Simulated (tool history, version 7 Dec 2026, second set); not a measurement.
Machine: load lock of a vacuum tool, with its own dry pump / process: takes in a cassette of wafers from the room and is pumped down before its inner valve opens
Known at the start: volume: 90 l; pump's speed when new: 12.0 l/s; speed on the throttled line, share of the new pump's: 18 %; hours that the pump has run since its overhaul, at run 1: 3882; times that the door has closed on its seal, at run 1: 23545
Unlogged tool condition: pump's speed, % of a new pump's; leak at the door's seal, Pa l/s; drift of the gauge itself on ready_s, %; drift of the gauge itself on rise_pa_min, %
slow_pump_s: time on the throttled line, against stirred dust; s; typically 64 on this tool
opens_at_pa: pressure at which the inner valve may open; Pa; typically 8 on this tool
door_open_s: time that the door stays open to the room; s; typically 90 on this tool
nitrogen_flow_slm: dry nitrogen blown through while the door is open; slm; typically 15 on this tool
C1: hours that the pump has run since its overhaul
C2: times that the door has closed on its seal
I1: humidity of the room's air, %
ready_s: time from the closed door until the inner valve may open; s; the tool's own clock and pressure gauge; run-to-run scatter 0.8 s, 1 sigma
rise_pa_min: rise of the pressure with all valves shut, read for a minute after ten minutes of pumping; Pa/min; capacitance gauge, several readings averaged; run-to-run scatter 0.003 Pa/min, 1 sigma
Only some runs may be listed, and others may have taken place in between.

run 1 hour=0.0 | slow_pump_s=64 opens_at_pa=8 door_open_s=90 nitrogen_flow_slm=15 | C1=3882 C2=23545 | I1=48.4 | ready_s=127.0 rise_pa_min=0.237
run 2 hour=51.7 | slow_pump_s=75 opens_at_pa=8 door_open_s=90 nitrogen_flow_slm=15 | C1=3934 C2=23677 | I1=44.8 | ready_s=135.5 rise_pa_min=0.243
run 3 hour=113.4 | slow_pump_s=75 opens_at_pa=8 door_open_s=90 nitrogen_flow_slm=15 | C1=3996 C2=23835 | I1=45.7 | ready_s=135.9 rise_pa_min=0.242
run 4 hour=183.6 | slow_pump_s=64 opens_at_pa=8 door_open_s=90 nitrogen_flow_slm=15 | C1=4066 C2=24015 | I1=47.2 | ready_s=126.4 rise_pa_min=0.243
run 5 hour=266.0 | slow_pump_s=64 opens_at_pa=8 door_open_s=90 nitrogen_flow_slm=15 | C1=4149 C2=24226 | I1=44.3 | ready_s=128.5 rise_pa_min=0.244
run 6 hour=334.8 | slow_pump_s=64 opens_at_pa=8 door_open_s=90 nitrogen_flow_slm=16 | C1=4217 C2=24402 | I1=46.1 | ready_s=126.2 rise_pa_min=0.249
run 7 hour=413.3 | slow_pump_s=49 opens_at_pa=8 door_open_s=90 nitrogen_flow_slm=16 | C1=4296 C2=24603 | I1=48.8 | ready_s=115.0 rise_pa_min=0.257
run 8 hour=477.5 | slow_pump_s=49 opens_at_pa=8 door_open_s=90 nitrogen_flow_slm=34 | C1=4360 C2=24767 | I1=47.0 | ready_s=115.7 rise_pa_min=0.241
run 9 hour=542.8 | slow_pump_s=112 opens_at_pa=8 door_open_s=90 nitrogen_flow_slm=15 | C1=4425 C2=24935 | I1=46.7 | ready_s=166.0 rise_pa_min=0.252
run 10 hour=594.6 | slow_pump_s=64 opens_at_pa=8 door_open_s=90 nitrogen_flow_slm=15 | C1=4477 C2=25067 | I1=45.0 | ready_s=127.9 rise_pa_min=0.253
run 11 hour=701.2 | slow_pump_s=64 opens_at_pa=8 door_open_s=90 nitrogen_flow_slm=15 | C1=4584 C2=25341 | I1=48.6 | ready_s=127.7 rise_pa_min=0.266
run 12 hour=822.9 | slow_pump_s=64 opens_at_pa=8 door_open_s=90 nitrogen_flow_slm=15 | C1=4705 C2=25652 | I1=44.7 | ready_s=128.0 rise_pa_min=0.268
run 13 hour=897.5 | slow_pump_s=64 opens_at_pa=8 door_open_s=90 nitrogen_flow_slm=15 | C1=4780 C2=25843 | I1=42.9 | ready_s=128.4 rise_pa_min=0.264
run 14 hour=959.1 | slow_pump_s=64 opens_at_pa=8 door_open_s=90 nitrogen_flow_slm=15 | C1=4842 C2=26001 | I1=47.7 | ready_s=125.8 rise_pa_min=0.272
run 15 hour=1035.6 | slow_pump_s=64 opens_at_pa=8 door_open_s=90 nitrogen_flow_slm=15 | C1=4918 C2=26197 | I1=39.4 | ready_s=128.4 rise_pa_min=0.269
run 16 hour=1088.3 | slow_pump_s=64 opens_at_pa=8 door_open_s=90 nitrogen_flow_slm=15 | C1=4971 C2=26332 | I1=45.1 | ready_s=127.9 rise_pa_min=0.286
run 17 hour=1174.4 | slow_pump_s=35 opens_at_pa=16 door_open_s=90 nitrogen_flow_slm=31 | C1=5057 C2=26552 | I1=44.6 | ready_s=99.6 rise_pa_min=0.270
run 18 hour=1245.2 | slow_pump_s=35 opens_at_pa=11 door_open_s=90 nitrogen_flow_slm=11 | C1=5128 C2=26734 | I1=45.8 | ready_s=101.1 rise_pa_min=0.286
run 19 hour=1361.3 | slow_pump_s=40 opens_at_pa=9 door_open_s=90 nitrogen_flow_slm=15 | C1=5244 C2=27031 | I1=45.2 | ready_s=106.8 rise_pa_min=0.287
run 20 hour=1436.1 | slow_pump_s=40 opens_at_pa=7 door_open_s=104 nitrogen_flow_slm=15 | C1=5319 C2=27223 | I1=47.1 | ready_s=109.4 rise_pa_min=0.288
run 21 hour=1521.1 | slow_pump_s=50 opens_at_pa=6 door_open_s=104 nitrogen_flow_slm=42 | C1=5404 C2=27440 | I1=45.7 | ready_s=120.2 rise_pa_min=0.276
run 22 hour=1609.0 | slow_pump_s=50 opens_at_pa=6 door_open_s=104 nitrogen_flow_slm=42 | C1=5491 C2=27665 | I1=45.4 | ready_s=119.8 rise_pa_min=0.287
run 23 hour=1660.4 | slow_pump_s=113 opens_at_pa=8 door_open_s=108 nitrogen_flow_slm=15 | C1=5543 C2=27797 | I1=42.3 | ready_s=169.3 rise_pa_min=0.290
run 24 hour=1727.1 | slow_pump_s=113 opens_at_pa=8 door_open_s=108 nitrogen_flow_slm=15 | C1=5610 C2=27968 | I1=44.0 | ready_s=169.1 rise_pa_min=0.298
run 25 hour=1818.0 | slow_pump_s=113 opens_at_pa=8 door_open_s=108 nitrogen_flow_slm=15 | C1=5700 C2=28201 | I1=45.1 | ready_s=167.3 rise_pa_min=0.306
run 26 hour=1883.4 | slow_pump_s=61 opens_at_pa=10 door_open_s=90 nitrogen_flow_slm=9 | C1=5766 C2=28368 | I1=43.0 | ready_s=124.1 rise_pa_min=0.307
run 27 hour=1967.2 | slow_pump_s=64 opens_at_pa=9 door_open_s=90 nitrogen_flow_slm=6 | C1=5850 C2=28583 | I1=43.3 | ready_s=128.5 rise_pa_min=0.326
run 28 hour=2080.2 | slow_pump_s=46 opens_at_pa=14 door_open_s=42 nitrogen_flow_slm=7 | C1=5963 C2=28872 | I1=47.2 | ready_s=111.0 rise_pa_min=0.308

Run 29, settings as shown, results not yet in. Your forecast:
run 29 hour=2132.8 | slow_pump_s=65 opens_at_pa=8 door_open_s=32 nitrogen_flow_slm=21 | C1=6015 C2=29007 | I1=45.0 | ready_s=? rise_pa_min=?

ready_s: 129.7 s
rise_pa_min: 0.299 Pa/min
Take away the tool's hidden state, keep the run-to-run variation as it was, and the same run would have given ready_s 124.3 s, rise_pa_min 0.016 Pa/min.
